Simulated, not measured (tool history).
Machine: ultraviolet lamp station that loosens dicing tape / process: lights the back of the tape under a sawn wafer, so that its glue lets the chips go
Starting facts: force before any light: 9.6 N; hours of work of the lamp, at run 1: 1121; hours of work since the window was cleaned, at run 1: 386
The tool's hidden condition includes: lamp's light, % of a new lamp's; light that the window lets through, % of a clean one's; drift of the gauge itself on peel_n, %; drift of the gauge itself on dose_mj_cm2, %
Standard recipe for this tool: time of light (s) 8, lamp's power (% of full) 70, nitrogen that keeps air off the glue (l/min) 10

run   hour  time of light (s)  lamp's power (% of full)  nitrogen that keeps air off the glue (l/min)  hours of work of the lamp  hours of work since the window was cleaned  force that peels the tape off (N)  light that reached the tape (mJ/cm²)
  1    0.0                  8                        70                                            10                       1121                                         386                              0.471                                   149
  2   36.5                  8                        70                                            10                       1147                                         413                              0.473                                   152
  3   69.8                 13                        70                                            10                       1171                                         437                              0.225                                   241
  4  100.0                 13                        70                                            10                       1193                                         459                              0.226                                   237
  5  122.8                  5                        70                                            10                       1210                                         475                              1.314                                    94
  6  159.6                  8                        70                                            10                       1236                                         502                              0.506                                   145
     172.2  -- window cleaned of glue's vapour
  7  195.5                 10                        70                                            10                       1262                                          17                              0.286                                   195
  8  226.0                  8                        70                                             5                       1284                                          39                              0.718                                   155
  9  246.8                  8                        70                                             5                       1299                                          54                              0.778                                   154
 10  274.6                  8                        70                                             5                       1319                                          74                              0.756                                   149
 11  292.8                  8                        70                                             5                       1332                                          87                              0.792                                   152
 12  322.9                  8                        70                                             5                       1354                                         109                              0.799                                   151
 13  351.9                  8                        77                                            10                       1375                                         130                              0.392                                   165
 14  370.6                  8                        77                                            10                       1389                                         144                              0.383                                   166
 15  395.7                 15                        73                                            12                       1407                                         162                              0.177                                   295
 16  417.9                 15                        72                                            12                       1423                                         178                              0.186                                   285
 17  436.8                  9                        75                                             3                       1437                                         192                              0.799                                   178
 18  472.3                 10                        81                                             5                       1462                                         217                              0.375                                   209
 19  512.4                 10                        81                                             5                       1491                                         246                              0.382                                   210
 20  545.1                  4                        98                                             6                       1515                                         270                              1.507                                   103
 21  563.4                  8                        72                                            10                       1528                                         283                              0.504                                   147
 22  586.3                 10                        97                                            10                       1545                                         300                              0.196                                   248
 23  614.4                 10                        97                                            17                       1565                                         320                              0.184                                   247
 24  641.6                 10                        97                                            17                       1585                                         340                              0.185                                   243
 25  678.9                 10                        96                                             6                       1612                                         367                              0.273                                   241
 26  697.5                  8                        98                                             9                       1625                                         380                              0.307                                   198
 27  729.4                  8                        98                                             9                       1648                                         403                              0.305                                   192

For each entry between runs, how does the tool's hidden state at the last listed run before it compare with that at the first listed run after it?
Runs 6 to 7: window cleaned of glue's vapour (hour 172.2)
  lamp's light, % of a new lamp's: 83.2 -> 82.9; light that the window lets through, % of a clean one's: 92 -> 99.3
  measured minus no-state result, force that peels the tape off (N): +0.213 -> +0.066; light that reached the tape (mJ/cm²): -44 -> -42
